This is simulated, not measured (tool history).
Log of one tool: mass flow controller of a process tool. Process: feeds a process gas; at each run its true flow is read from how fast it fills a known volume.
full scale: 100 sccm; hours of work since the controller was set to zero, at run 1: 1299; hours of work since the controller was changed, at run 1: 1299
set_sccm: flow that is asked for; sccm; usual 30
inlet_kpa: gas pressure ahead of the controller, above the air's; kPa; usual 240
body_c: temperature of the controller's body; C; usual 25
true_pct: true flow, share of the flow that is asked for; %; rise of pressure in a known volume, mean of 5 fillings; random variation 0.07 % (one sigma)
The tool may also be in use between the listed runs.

| run | hour | set_sccm | inlet_kpa | body_c | hours of work since the controller was set to zero | hours of work since the controller was changed | true_pct |
|---|---|---|---|---|---|---|---|
| 1 | 0 | 30 | 240 | 25 | 1299 | 1299 | 97.47 |
| 2 | 279.9 | 30 | 240 | 25 | 1451 | 1451 | 97.42 |
| 3 | 494.9 | 30 | 240 | 25 | 1568 | 1568 | 97.52 |
| 4 | 812.2 | 30 | 240 | 25 | 1741 | 1741 | 97.42 |
| 5 | 1105.7 | 30 | 240 | 37 | 1901 | 1901 | 97.15 |
| 6 | 1459.1 | 30 | 240 | 37 | 2093 | 2093 | 96.93 |
| 7 | 1692.6 | 29 | 240 | 25 | 2220 | 2220 | 97.1 |
| 8 | 1899.7 | 30 | 240 | 25 | 2333 | 2333 | 97.06 |
| 9 | 2106.1 | 68 | 240 | 25 | 2445 | 2445 | 98.56 |
| 10 | 2378.5 | 30 | 240 | 25 | 2593 | 2593 | 97.1 |
| 11 | 2815 | 30 | 240 | 25 | 2831 | 2831 | 97.04 |
| 12 | 3289.8 | 30 | 240 | 25 | 3089 | 3089 | 96.85 |
| 13 | 3789.9 | 30 | 240 | 31 | 3362 | 3362 | 96.65 |
| 14 | 4092.5 | 30 | 182 | 25 | 3526 | 3526 | 96.29 |
| 15 | 4391.2 | 30 | 240 | 27 | 3689 | 3689 | 96.56 |
| 16 | 4782.5 | 30 | 240 | 27 | 3902 | 3902 | 96.52 |
| 17 | 5229.3 | 15 | 240 | 25 | 4145 | 4145 | 95.43 |
| 18 | 5499.9 | 63 | 240 | 25 | 4292 | 4292 | 97.58 |
| 19 | 5770.1 | 24 | 240 | 25 | 4439 | 4439 | 95.86 |
| 20 | 6225.3 | 24 | 240 | 25 | 4687 | 4687 | 95.84 |
| 21 | 6700.3 | 24 | 240 | 25 | 4946 | 4946 | 95.74 |
| 22 | 7067 | 14 | 240 | 22 | 5145 | 5145 | 94.75 |
| 23 | 7276.7 | 14 | 240 | 22 | 5259 | 5259 | 94.72 |
| 24 | 7623.3 | 10 | 181 | 39 | 5448 | 5448 | 92.91 |
| 25 | 7830 | 11 | 261 | 22 | 5561 | 5561 | 94.08 |
| 26 | 8228.1 | 30 | 275 | 25 | 5777 | 5777 | 96.09 |
| 27 | 8491 | 30 | 275 | 25 | 5920 | 5920 | 96.03 |
|  | 8711.7 | controller exchanged for a calibrated one |
| 28 | 8717.7 | 30 | 173 | 25 | 3 | 3 | 97.39 |
| 29 | 8993.7 | 20 | 223 | 32 | 153 | 153 | 97.03 |
| 30 | 9449.9 | 29 | 274 | 27 | 402 | 402 | 97.74 |

Forecast each of these 5 alternatives for the next run:
| A | 9825.9 | 30 | 166 | 26 | 606 | 606 | ? |
| B | 9825.9 | 47 | 140 | 22 | 606 | 606 | ? |
| C | 9825.9 | 29 | 150 | 29 | 606 | 606 | ? |
| D | 9825.9 | 99 | 189 | 35 | 606 | 606 | ? |
| E | 9825.9 | 45 | 168 | 23 | 606 | 606 | ? |

| run | true_pct |
|---|---|
| A | 96.99 |
| B | 97.61 |
| C | 96.72 |
| D | 99.29 |
| E | 97.65 |
Without the tool's hidden state the same runs would have given:
| run | true_pct |
|---|---|
| A | 97.45 |
| B | 98.02 |
| C | 97.19 |
| D | 99.65 |
| E | 98.06 |
